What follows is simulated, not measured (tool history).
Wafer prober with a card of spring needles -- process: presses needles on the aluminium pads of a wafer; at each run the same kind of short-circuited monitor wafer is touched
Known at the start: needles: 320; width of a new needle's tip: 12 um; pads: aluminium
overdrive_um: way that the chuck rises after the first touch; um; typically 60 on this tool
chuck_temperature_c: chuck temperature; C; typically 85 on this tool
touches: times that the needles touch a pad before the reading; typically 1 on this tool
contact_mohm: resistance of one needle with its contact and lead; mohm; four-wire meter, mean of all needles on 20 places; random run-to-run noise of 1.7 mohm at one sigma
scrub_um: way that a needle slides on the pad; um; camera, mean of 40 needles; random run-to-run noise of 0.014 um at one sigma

{"run": 1, "hour": 0.0, "overdrive_um": 60, "chuck_temperature_c": 85, "touches": 1, "contact_mohm": 410, "scrub_um": 11.82}
{"hour": 2.7, "done": "tips cleaned on abrasive film"}
{"hour": 16.1, "done": "tips cleaned on abrasive film"}
{"hour": 29.4, "done": "tips cleaned on abrasive film"}
{"hour": 40.0, "done": "tips cleaned on abrasive film"}
{"hour": 50.7, "done": "tips cleaned on abrasive film"}
{"hour": 61.4, "done": "tips cleaned on abrasive film"}
{"hour": 72.1, "done": "tips cleaned on abrasive film"}
{"run": 2, "hour": 73.2, "overdrive_um": 60, "chuck_temperature_c": 85, "touches": 1, "contact_mohm": 286, "scrub_um": 11.69}
{"hour": 83.8, "done": "tips cleaned on abrasive film"}
{"hour": 97.1, "done": "tips cleaned on abrasive film"}
{"hour": 107.8, "done": "tips cleaned on abrasive film"}
{"hour": 121.1, "done": "tips cleaned on abrasive film"}
{"run": 3, "hour": 121.6, "overdrive_um": 60, "chuck_temperature_c": 85, "touches": 1, "contact_mohm": 258, "scrub_um": 11.64}
{"hour": 127.2, "done": "height of the first contact set anew"}
{"hour": 132.6, "done": "tips cleaned on abrasive film"}
{"hour": 143.2, "done": "tips cleaned on abrasive film"}
{"hour": 153.9, "done": "tips cleaned on abrasive film"}
{"hour": 164.6, "done": "tips cleaned on abrasive film"}
{"hour": 175.2, "done": "tips cleaned on abrasive film"}
{"hour": 185.9, "done": "tips cleaned on abrasive film"}
{"hour": 196.6, "done": "tips cleaned on abrasive film"}
{"run": 4, "hour": 203.9, "overdrive_um": 60, "chuck_temperature_c": 85, "touches": 1, "contact_mohm": 467, "scrub_um": 11.78}
{"hour": 209.2, "done": "tips cleaned on abrasive film"}
{"hour": 219.9, "done": "tips cleaned on abrasive film"}
{"hour": 230.6, "done": "tips cleaned on abrasive film"}
{"hour": 241.2, "done": "tips cleaned on abrasive film"}
{"hour": 251.9, "done": "tips cleaned on abrasive film"}
{"hour": 262.6, "done": "tips cleaned on abrasive film"}
{"run": 5, "hour": 271.8, "overdrive_um": 60, "chuck_temperature_c": 85, "touches": 1, "contact_mohm": 490, "scrub_um": 11.68}
{"hour": 274.5, "done": "tips cleaned on abrasive film"}
{"hour": 287.8, "done": "tips cleaned on abrasive film"}
{"hour": 296.1, "done": "height of the first contact set anew"}
{"hour": 298.8, "done": "tips cleaned on abrasive film"}
{"hour": 309.5, "done": "tips cleaned on abrasive film"}
{"run": 6, "hour": 319.0, "overdrive_um": 60, "chuck_temperature_c": 59, "touches": 1, "contact_mohm": 481, "scrub_um": 11.82}
{"hour": 321.7, "done": "tips cleaned on abrasive film"}
{"hour": 332.4, "done": "tips cleaned on abrasive film"}
{"hour": 343.0, "done": "tips cleaned on abrasive film"}
{"hour": 356.4, "done": "tips cleaned on abrasive film"}
{"run": 7, "hour": 359.2, "overdrive_um": 60, "chuck_temperature_c": 85, "touches": 3, "contact_mohm": 252, "scrub_um": 11.78}
{"hour": 367.2, "done": "tips cleaned on abrasive film"}
{"hour": 377.9, "done": "tips cleaned on abrasive film"}
{"hour": 388.6, "done": "tips cleaned on abrasive film"}
{"hour": 399.2, "done": "tips cleaned on abrasive film"}
{"hour": 412.5, "done": "tips cleaned on abrasive film"}
{"hour": 423.2, "done": "tips cleaned on abrasive film"}
{"run": 8, "hour": 432.3, "overdrive_um": 60, "chuck_temperature_c": 28, "touches": 1, "contact_mohm": 518, "scrub_um": 11.69}
{"hour": 435.0, "done": "tips cleaned on abrasive film"}
{"hour": 445.7, "done": "tips cleaned on abrasive film"}
{"hour": 459.0, "done": "tips cleaned on abrasive film"}
{"hour": 464.6, "done": "height of the first contact set anew"}
{"hour": 472.6, "done": "tips cleaned on abrasive film"}
{"hour": 483.3, "done": "tips cleaned on abrasive film"}
{"hour": 494.0, "done": "tips cleaned on abrasive film"}
{"run": 9, "hour": 500.0, "overdrive_um": 60, "chuck_temperature_c": 28, "touches": 1, "contact_mohm": 480, "scrub_um": 11.82}
{"hour": 505.4, "done": "tips cleaned on abrasive film"}
{"hour": 516.0, "done": "tips cleaned on abrasive film"}
{"hour": 526.7, "done": "tips cleaned on abrasive film"}
{"hour": 540.0, "done": "tips cleaned on abrasive film"}
{"hour": 550.7, "done": "tips cleaned on abrasive film"}
{"hour": 564.0, "done": "tips cleaned on abrasive film, once more"}
{"run": 10, "hour": 564.5, "overdrive_um": 60, "chuck_temperature_c": 28, "touches": 1, "contact_mohm": 234, "scrub_um": 11.73}
{"hour": 575.2, "done": "tips cleaned on abrasive film"}
{"hour": 585.8, "done": "tips cleaned on abrasive film"}
{"hour": 596.5, "done": "tips cleaned on abrasive film"}
{"run": 11, "hour": 605.8, "overdrive_um": 60, "chuck_temperature_c": 85, "touches": 1, "contact_mohm": 503, "scrub_um": 11.7}
{"hour": 608.6, "done": "tips cleaned on abrasive film"}
{"hour": 619.2, "done": "tips cleaned on abrasive film"}
{"hour": 629.9, "done": "tips cleaned on abrasive film"}
{"hour": 632.9, "done": "height of the first contact set anew"}
{"hour": 640.9, "done": "tips cleaned on abrasive film"}
{"hour": 651.6, "done": "tips cleaned on abrasive film"}
{"hour": 664.9, "done": "tips cleaned on abrasive film"}
{"hour": 677.4, "done": "tips cleaned on abrasive film"}
{"run": 12, "hour": 677.4, "overdrive_um": 80, "chuck_temperature_c": 85, "touches": 1, "contact_mohm": 197, "scrub_um": 15.74}
{"hour": 690.7, "done": "tips cleaned on abrasive film"}
{"hour": 704.0, "done": "tips cleaned on abrasive film"}
{"hour": 714.7, "done": "tips cleaned on abrasive film"}
{"hour": 725.4, "done": "tips cleaned on abrasive film"}
{"run": 13, "hour": 730.3, "overdrive_um": 67, "chuck_temperature_c": 40, "touches": 1, "contact_mohm": 422, "scrub_um": 13.13}
{"hour": 738.3, "done": "tips cleaned on abrasive film"}
{"hour": 749.0, "done": "tips cleaned on abrasive film"}
{"hour": 762.3, "done": "tips cleaned on abrasive film"}
{"hour": 773.0, "done": "tips cleaned on abrasive film"}
{"run": 14, "hour": 778.3, "overdrive_um": 49, "chuck_temperature_c": 30, "touches": 1, "contact_mohm": 641, "scrub_um": 9.52}
{"hour": 783.7, "done": "tips cleaned on abrasive film"}
{"hour": 794.4, "done": "tips cleaned on abrasive film"}
{"hour": 802.6, "done": "height of the first contact set anew"}
{"hour": 808.0, "done": "tips cleaned on abrasive film"}
{"hour": 821.3, "done": "tips cleaned on abrasive film"}
{"hour": 834.6, "done": "tips cleaned on abrasive film"}
{"hour": 845.3, "done": "tips cleaned on abrasive film"}
{"hour": 855.9, "done": "tips cleaned on abrasive film"}
{"hour": 869.3, "done": "tips cleaned on abrasive film"}
{"run": 15, "hour": 874.3, "overdrive_um": 61, "chuck_temperature_c": 30, "touches": 1, "contact_mohm": 492, "scrub_um": 11.95}
{"hour": 882.3, "done": "tips cleaned on abrasive film"}
{"hour": 893.0, "done": "tips cleaned on abrasive film"}
{"hour": 906.3, "done": "tips cleaned on abrasive film"}
{"hour": 919.6, "done": "tips cleaned on abrasive film"}
{"run": 16, "hour": 923.5, "overdrive_um": 61, "chuck_temperature_c": 30, "touches": 1, "contact_mohm": 428, "scrub_um": 11.91}
{"hour": 931.6, "done": "tips cleaned on abrasive film"}
{"hour": 942.2, "done": "tips cleaned on abrasive film"}
{"hour": 952.9, "done": "tips cleaned on abrasive film"}
{"hour": 964.9, "done": "card fitted with new needles"}
{"hour": 975.6, "done": "tips cleaned on abrasive film"}
{"hour": 986.2, "done": "tips cleaned on abrasive film"}
{"run": 17, "hour": 988.8, "overdrive_um": 61, "chuck_temperature_c": 30, "touches": 1, "contact_mohm": 247, "scrub_um": 12.0}

4 ways to go on from here, each from the tool as it stands after run 17. What would each give?
{"hour": 999.4, "done": "tips cleaned on abrasive film"}
{"hour": 1010.1, "done": "tips cleaned on abrasive film"}
{"hour": 1020.8, "done": "tips cleaned on abrasive film"}
{"hour": 1031.4, "done": "tips cleaned on abrasive film"}
{"run": "A", "hour": 1039.8, "overdrive_um": 53, "chuck_temperature_c": 30, "touches": 3, "contact_mohm": "?", "scrub_um": "?"}
{"hour": 999.4, "done": "tips cleaned on abrasive film"}
{"hour": 1010.1, "done": "tips cleaned on abrasive film"}
{"hour": 1020.8, "done": "tips cleaned on abrasive film"}
{"hour": 1031.4, "done": "tips cleaned on abrasive film"}
{"run": "B", "hour": 1039.8, "overdrive_um": 61, "chuck_temperature_c": 30, "touches": 2, "contact_mohm": "?", "scrub_um": "?"}
{"hour": 999.4, "done": "tips cleaned on abrasive film"}
{"hour": 1010.1, "done": "tips cleaned on abrasive film"}
{"hour": 1020.8, "done": "tips cleaned on abrasive film"}
{"hour": 1031.4, "done": "tips cleaned on abrasive film"}
{"run": "C", "hour": 1039.8, "overdrive_um": 46, "chuck_temperature_c": 38, "touches": 2, "contact_mohm": "?", "scrub_um": "?"}
{"hour": 999.4, "done": "tips cleaned on abrasive film"}
{"hour": 1010.1, "done": "tips cleaned on abrasive film"}
{"hour": 1020.8, "done": "tips cleaned on abrasive film"}
{"hour": 1031.4, "done": "tips cleaned on abrasive film"}
{"run": "D", "hour": 1039.8, "overdrive_um": 79, "chuck_temperature_c": 31, "touches": 1, "contact_mohm": "?", "scrub_um": "?"}

run=A contact_mohm=226 scrub_um=10.40
run=B contact_mohm=241 scrub_um=11.96
run=C contact_mohm=297 scrub_um=9.01
run=D contact_mohm=250 scrub_um=15.52
With no hidden state in the tool, these same runs would have given:
run=A contact_mohm=162 scrub_um=10.48
run=B contact_mohm=157 scrub_um=12.04
run=C contact_mohm=163 scrub_um=9.09
run=D contact_mohm=157 scrub_um=15.60
